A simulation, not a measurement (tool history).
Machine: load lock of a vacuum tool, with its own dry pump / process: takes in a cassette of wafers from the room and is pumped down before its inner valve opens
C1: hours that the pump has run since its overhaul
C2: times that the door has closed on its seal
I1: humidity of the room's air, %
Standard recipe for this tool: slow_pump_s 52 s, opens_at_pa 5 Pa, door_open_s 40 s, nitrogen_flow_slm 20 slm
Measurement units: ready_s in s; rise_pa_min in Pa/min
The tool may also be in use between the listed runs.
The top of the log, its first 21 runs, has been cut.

Run 22, hour 3941.7: usual settings but slow_pump_s 56 s, opens_at_pa 8 Pa; C1 14630; C2 17696; I1 44.8. Result: ready_s 99.9 s, rise_pa_min 0.057 Pa/min.
Run 23, hour 4162.5: usual settings but slow_pump_s 91 s, door_open_s 26 s, nitrogen_flow_slm 11 slm; C1 14851; C2 18154; I1 45.3. Result: ready_s 130.3 s, rise_pa_min 0.052 Pa/min.
Run 24, hour 4300.6: usual settings but slow_pump_s 91 s, door_open_s 26 s, nitrogen_flow_slm 11 slm; C1 14989; C2 18440; I1 47.3. Result: ready_s 129.8 s, rise_pa_min 0.057 Pa/min.
Run 25, hour 4446.6: usual settings but nitrogen_flow_slm 7 slm; C1 15135; C2 18743; I1 47.4. Result: ready_s 99 s, rise_pa_min 0.065 Pa/min.
Run 26, hour 4673.8: usual settings but nitrogen_flow_slm 7 slm; C1 15362; C2 19215; I1 44.3. Result: ready_s 100 s, rise_pa_min 0.069 Pa/min.
Run 27, hour 4777.5: usual settings but slow_pump_s 45 s, door_open_s 112 s; C1 15466; C2 19430; I1 47. Result: ready_s 93.8 s, rise_pa_min 0.088 Pa/min.
Run 28, hour 4967: usual settings but slow_pump_s 45 s, door_open_s 112 s; C1 15655; C2 19823; I1 46.7. Result: ready_s 94.2 s, rise_pa_min 0.087 Pa/min.
Run 29, hour 5095.7: usual settings but slow_pump_s 76 s, opens_at_pa 8 Pa, door_open_s 86 s, nitrogen_flow_slm 5 slm; C1 15784; C2 20090; I1 41.1. Result: ready_s 115.3 s, rise_pa_min 0.103 Pa/min.
Run 30, hour 5220.8: usual settings but slow_pump_s 46 s, nitrogen_flow_slm 37 slm; C1 15909; C2 20350; I1 46.2. Result: ready_s 95.5 s, rise_pa_min 0.054 Pa/min.
Run 31, hour 5346.5: usual settings but slow_pump_s 46 s, nitrogen_flow_slm 37 slm; C1 16035; C2 20611; I1 46.7. Result: ready_s 95.8 s, rise_pa_min 0.055 Pa/min.
Run 32, hour 5511.7: usual settings but nitrogen_flow_slm 28 slm; C1 16200; C2 20953; I1 44. Result: ready_s 100.5 s, rise_pa_min 0.062 Pa/min.
Run 33, hour 5701.6: usual settings but slow_pump_s 29 s, opens_at_pa 6 Pa, door_open_s 125 s, nitrogen_flow_slm 25 slm; C1 16390; C2 21347; I1 43.5. Result: ready_s 80.6 s, rise_pa_min 0.086 Pa/min.
Run 34, hour 5884.1: usual settings but slow_pump_s 29 s, opens_at_pa 6 Pa, door_open_s 125 s, nitrogen_flow_slm 25 slm; C1 16572; C2 21726; I1 46.4. Result: ready_s 82.7 s, rise_pa_min 0.087 Pa/min.
Run 35, hour 6009.8: usual settings but slow_pump_s 78 s, opens_at_pa 7 Pa, door_open_s 206 s, nitrogen_flow_slm 24 slm; C1 16698; C2 21987; I1 45.6. Result: ready_s 119 s, rise_pa_min 0.103 Pa/min.
Run 36, hour 6165.1: usual settings but slow_pump_s 78 s, opens_at_pa 7 Pa, door_open_s 206 s, nitrogen_flow_slm 24 slm; C1 16853; C2 22309; I1 46.3. Result: ready_s 120.5 s, rise_pa_min 0.106 Pa/min.
Run 37, hour 6278.2: usual settings but slow_pump_s 38 s, door_open_s 206 s, nitrogen_flow_slm 24 slm; C1 16966; C2 22544; I1 47.5. Result: ready_s 90.4 s, rise_pa_min 0.115 Pa/min.

Branching from run 37: 3 alternative next runs. What would each branch give?
Run A, hour 6437.3: usual settings but opens_at_pa 8 Pa; C1 17125; C2 22874; I1 47.3. Result: ready_s ?, rise_pa_min ?.
Run B, hour 6437.3: usual settings but slow_pump_s 50 s, opens_at_pa 10 Pa, door_open_s 206 s, nitrogen_flow_slm 9 slm; C1 17125; C2 22874; I1 47.1. Result: ready_s ?, rise_pa_min ?.
Run C, hour 6437.3: usual settings but door_open_s 106 s; C1 17125; C2 22874; I1 44.8. Result: ready_s ?, rise_pa_min ?.

run  ready_s  rise_pa_min
  A     97.6        0.076
  B       96        0.143
  C     99.7        0.095
Had the tool no hidden state, the same runs would have come out as:
run  ready_s  rise_pa_min
  A     89.4        0.033
  B     87.9        0.101
  C     90.9        0.052

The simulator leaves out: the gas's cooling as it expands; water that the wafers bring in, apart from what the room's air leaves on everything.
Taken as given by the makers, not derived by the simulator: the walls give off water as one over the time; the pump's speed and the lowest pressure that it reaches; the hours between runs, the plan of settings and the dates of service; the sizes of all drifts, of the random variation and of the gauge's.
